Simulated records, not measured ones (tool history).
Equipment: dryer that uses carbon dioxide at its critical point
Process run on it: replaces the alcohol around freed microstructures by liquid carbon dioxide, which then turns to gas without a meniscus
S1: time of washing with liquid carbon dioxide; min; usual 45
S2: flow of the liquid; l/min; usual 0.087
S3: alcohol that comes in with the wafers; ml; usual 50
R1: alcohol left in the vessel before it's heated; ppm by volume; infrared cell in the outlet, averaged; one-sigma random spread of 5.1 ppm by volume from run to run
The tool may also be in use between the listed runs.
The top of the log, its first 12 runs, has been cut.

| run | hour | S1 | S2 | S3 | R1 |
|---|---|---|---|---|---|
| 13 | 105.8 | 70 | 0.087 | 79 | 20 |
| 14 | 116.9 | 45 | 0.087 | 50 | 106 |
| 15 | 126.6 | 45 | 0.087 | 50 | 97 |
| 16 | 134 | 45 | 0.087 | 50 | 116 |
| 17 | 145.3 | 56 | 0.087 | 50 | 40 |
| 18 | 155.6 | 56 | 0.087 | 50 | 38 |
| 19 | 166.8 | 56 | 0.087 | 50 | 38 |
| 20 | 174.1 | 70 | 0.087 | 50 | 27 |
| 21 | 184.5 | 45 | 0.087 | 50 | 128 |
| 22 | 196.9 | 45 | 0.087 | 50 | 121 |
| 23 | 205.6 | 45 | 0.087 | 38 | 102 |
| 24 | 212.9 | 45 | 0.0549 | 54 | 1587 |
| 25 | 219.2 | 45 | 0.0717 | 46 | 356 |
| 26 | 224.7 | 30 | 0.087 | 66 | 1349 |
| 27 | 235.8 | 45 | 0.0614 | 64 | 1127 |
| 28 | 243 | 45 | 0.0614 | 64 | 1136 |

Forecast run 29:
| 29 | 253.1 | 62 | 0.0925 | 31 | ? |

Run 29 gave R1 27 ppm by volume.
If the tool had no hidden condition, the same run with the same run-to-run variation would have returned R1 0 ppm by volume.
